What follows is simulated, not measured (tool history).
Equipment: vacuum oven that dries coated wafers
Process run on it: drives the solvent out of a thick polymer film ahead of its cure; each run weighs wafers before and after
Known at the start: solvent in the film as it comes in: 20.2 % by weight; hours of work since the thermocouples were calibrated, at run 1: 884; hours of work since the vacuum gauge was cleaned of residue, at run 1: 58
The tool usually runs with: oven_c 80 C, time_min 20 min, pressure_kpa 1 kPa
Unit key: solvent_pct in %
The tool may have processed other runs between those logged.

run	hour	oven_c	time_min	pressure_kpa	hours of work since the thermocouples were calibrated	hours of work since the vacuum gauge was cleaned of residue	solvent_pct
1	0	80	20	1	884	58	5.36
2	13.7	80	20	1	894	68	5.45
# hour 26.1: oven's thermocouples calibrated
3	26.6	80	20	2.68	0	76	6.3
4	32.7	80	20	1	5	81	4.96
5	42.4	80	20	1	12	88	5.06
6	53.3	80	20	1.08	20	96	4.96
7	63.3	80	20	3.17	28	104	6.75
8	74.5	80	20	3.17	36	112	6.78
9	88.3	81	20	1	47	123	4.55
10	94.8	81	20	1	52	127	4.59
11	105.2	80	20	1	59	135	4.97
12	111.6	80	20	1	64	140	4.95
13	122.2	80	20	1	72	148	5.03
14	134.6	80	20	1	81	157	5
15	145.9	80	20	1.9	90	166	5.7
16	158.3	80	20	1.9	99	175	5.79
17	166.1	80	16	1.9	105	181	6.85
18	172.9	80	20	0.51	110	186	4.59
19	181.6	80	20	0.51	117	193	4.62
20	195.7	80	20	0.51	127	203	4.66
21	204.5	80	20	0.51	134	210	4.62
22	212.9	70	20	0.51	140	216	8.41
23	226.6	80	20	1.8	150	226	5.76
24	239.6	80	20	1	160	236	4.99
25	247.5	94	25	2.62	166	242	1.92
26	258.7	94	25	2.62	175	250	1.95
27	267.8	80	20	2.52	181	257	6.38
28	277.4	76	35	3.7	189	264	6.53
29	285.3	76	35	3.7	194	270	6.6
30	292.2	79	24	1	200	275	4.52
31	298.2	95	24	1.11	204	280	1.06
32	310.6	92	26	1.4	213	289	1.51
33	317.1	80	36	1	218	294	2.43
34	331.4	80	12	1.02	229	305	8
35	339.3	82	20	2.76	235	311	5.84
36	352.5	74	29	2.01	245	321	6.46
37	365	74	29	2.01	254	330	6.4
38	371.3	90	12	0.77	259	335	4.35
39	381.6	87	20	1.79	267	343	3.44
40	389.7	87	20	1.79	273	349	3.43
41	398.9	83	20	1.79	280	356	4.79
42	408.7	83	12	1.79	287	363	7.59
43	418.5	83	12	1.79	294	370	7.49
44	429.1	91	16	0.53	302	378	2.48
45	436.9	84	20	2.14	308	384	4.69
46	448.9	91	26	0.86	317	393	1.26
47	463.1	83	26	0.86	328	404	2.81
48	476.5	75	24	0.86	338	414	5.99

Below are 3 alternative next runs, each starting from the tool's condition after run 48. Predict each:
A	485.1	66	20	2.46	344	420	?
B	485.1	94	25	1.06	344	420	?
C	485.1	80	25	0.87	344	420	?

run	solvent_pct
A	12.16
B	1.08
C	3.81
Take away the tool's hidden state, keep each run's random variation, and the runs would have read:
run	solvent_pct
A	11.75
B	0.93
C	3.47
